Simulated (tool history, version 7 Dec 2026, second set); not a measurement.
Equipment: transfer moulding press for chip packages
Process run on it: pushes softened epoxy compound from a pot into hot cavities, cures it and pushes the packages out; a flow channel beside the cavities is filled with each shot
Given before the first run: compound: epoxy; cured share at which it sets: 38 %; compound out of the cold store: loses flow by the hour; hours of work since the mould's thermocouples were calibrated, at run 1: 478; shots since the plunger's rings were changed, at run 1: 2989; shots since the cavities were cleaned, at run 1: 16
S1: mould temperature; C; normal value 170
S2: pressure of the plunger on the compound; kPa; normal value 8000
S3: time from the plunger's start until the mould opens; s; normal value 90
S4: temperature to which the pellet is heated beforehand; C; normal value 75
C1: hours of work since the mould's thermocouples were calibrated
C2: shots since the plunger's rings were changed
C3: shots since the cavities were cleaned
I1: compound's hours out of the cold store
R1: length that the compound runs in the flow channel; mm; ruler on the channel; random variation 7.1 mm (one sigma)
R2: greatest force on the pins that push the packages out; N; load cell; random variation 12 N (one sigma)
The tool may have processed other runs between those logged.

| run | hour | S1 | S2 | S3 | S4 | C1 | C2 | C3 | I1 | R1 | R2 |
|---|---|---|---|---|---|---|---|---|---|---|---|
| 1 | 0.0 | 170 | 8000 | 90 | 75 | 478 | 2989 | 16 | 24.7 | 830 | 587 |
| 2 | 12.0 | 170 | 8000 | 90 | 75 | 485 | 3124 | 151 | 16.5 | 881 | 596 |
| 3 | 29.4 | 168 | 8000 | 90 | 75 | 495 | 3320 | 347 | 13.2 | 870 | 699 |
| 4 | 44.7 | 168 | 8000 | 90 | 75 | 504 | 3493 | 520 | 8.2 | 922 | 702 |
| 5 | 65.9 | 168 | 8000 | 90 | 75 | 516 | 3731 | 758 | 15.9 | 868 | 662 |
|  | 88.8 | cavities cleaned with cleaning compound and waxed |
| 6 | 92.5 | 172 | 8000 | 90 | 75 | 531 | 4015 | 42 | 41.4 | 765 | 501 |
| 7 | 112.5 | 170 | 8000 | 90 | 75 | 542 | 4240 | 267 | 40.2 | 765 | 548 |
| 8 | 128.7 | 170 | 8000 | 90 | 75 | 552 | 4423 | 450 | 26.0 | 827 | 598 |
|  | 144.7 | plunger's sealing rings changed |
| 9 | 146.4 | 170 | 7310 | 90 | 75 | 561 | 19 | 621 | 43.9 | 709 | 558 |
| 10 | 163.1 | 170 | 8000 | 87 | 75 | 570 | 207 | 809 | 42.2 | 766 | 604 |
|  | 180.8 | cavities cleaned with cleaning compound and waxed |
| 11 | 184.8 | 170 | 8000 | 87 | 75 | 582 | 435 | 45 | 16.5 | 872 | 623 |
| 12 | 209.3 | 177 | 8000 | 90 | 75 | 596 | 711 | 321 | 27.6 | 804 | 422 |
| 13 | 228.0 | 170 | 9280 | 90 | 75 | 607 | 922 | 532 | 32.7 | 849 | 588 |
| 14 | 240.1 | 170 | 8000 | 90 | 75 | 614 | 1058 | 668 | 40.9 | 777 | 561 |
| 15 | 251.3 | 170 | 6110 | 79 | 77 | 620 | 1185 | 795 | 17.4 | 753 | 843 |
|  | 272.2 | cavities cleaned with cleaning compound and waxed |
| 16 | 273.2 | 170 | 8000 | 100 | 75 | 632 | 1414 | 11 | 21.7 | 850 | 480 |
| 17 | 292.2 | 170 | 8940 | 100 | 75 | 643 | 1628 | 225 | 18.2 | 910 | 493 |
| 18 | 307.6 | 171 | 8430 | 100 | 83 | 652 | 1801 | 398 | 21.2 | 869 | 466 |
| 19 | 320.2 | 166 | 8000 | 93 | 75 | 659 | 1944 | 541 | 22.1 | 856 | 739 |
| 20 | 337.1 | 170 | 8000 | 77 | 75 | 669 | 2134 | 731 | 46.0 | 747 | 802 |
| 21 | 356.3 | 170 | 8600 | 90 | 74 | 680 | 2351 | 948 | 8.4 | 954 | 626 |
|  | 361.8 | cavities cleaned with cleaning compound and waxed |
| 22 | 382.3 | 170 | 8250 | 90 | 73 | 694 | 2626 | 231 | 21.2 | 864 | 622 |
| 23 | 396.6 | 170 | 9360 | 90 | 73 | 702 | 2787 | 392 | 20.2 | 923 | 594 |
| 24 | 408.6 | 170 | 6990 | 90 | 75 | 709 | 2923 | 528 | 21.8 | 794 | 585 |
| 25 | 431.0 | 170 | 6990 | 119 | 70 | 722 | 3175 | 780 | 41.3 | 719 | 396 |
|  | 452.1 | cavities cleaned with cleaning compound and waxed |
| 26 | 458.6 | 170 | 8860 | 103 | 71 | 737 | 3469 | 73 | 10.4 | 942 | 490 |
| 27 | 478.1 | 164 | 6340 | 129 | 82 | 749 | 3689 | 293 | 22.1 | 761 | 466 |
| 28 | 498.9 | 164 | 6840 | 101 | 81 | 761 | 3923 | 527 | 33.7 | 745 | 617 |

4 options for the next run, each taken on its own from the tool as it stands now. Forecast them:
| A | 519.5 | 165 | 6840 | 101 | 81 | 773 | 4156 | 760 | 8.6 | ? | ? |
| B | 519.5 | 177 | 8000 | 90 | 75 | 773 | 4156 | 760 | 30.8 | ? | ? |
| C | 519.5 | 164 | 6160 | 82 | 81 | 773 | 4156 | 760 | 22.6 | ? | ? |
| D | 519.5 | 166 | 9670 | 108 | 75 | 773 | 4156 | 760 | 10.8 | ? | ? |

| run | R1 | R2 |
|---|---|---|
| A | 848 | 674 |
| B | 795 | 417 |
| C | 757 | 1073 |
| D | 1000 | 545 |
What these runs would have given with no unlogged condition in the tool:
| run | R1 | R2 |
|---|---|---|
| A | 849 | 669 |
| B | 796 | 414 |
| C | 758 | 1065 |
| D | 1001 | 541 |
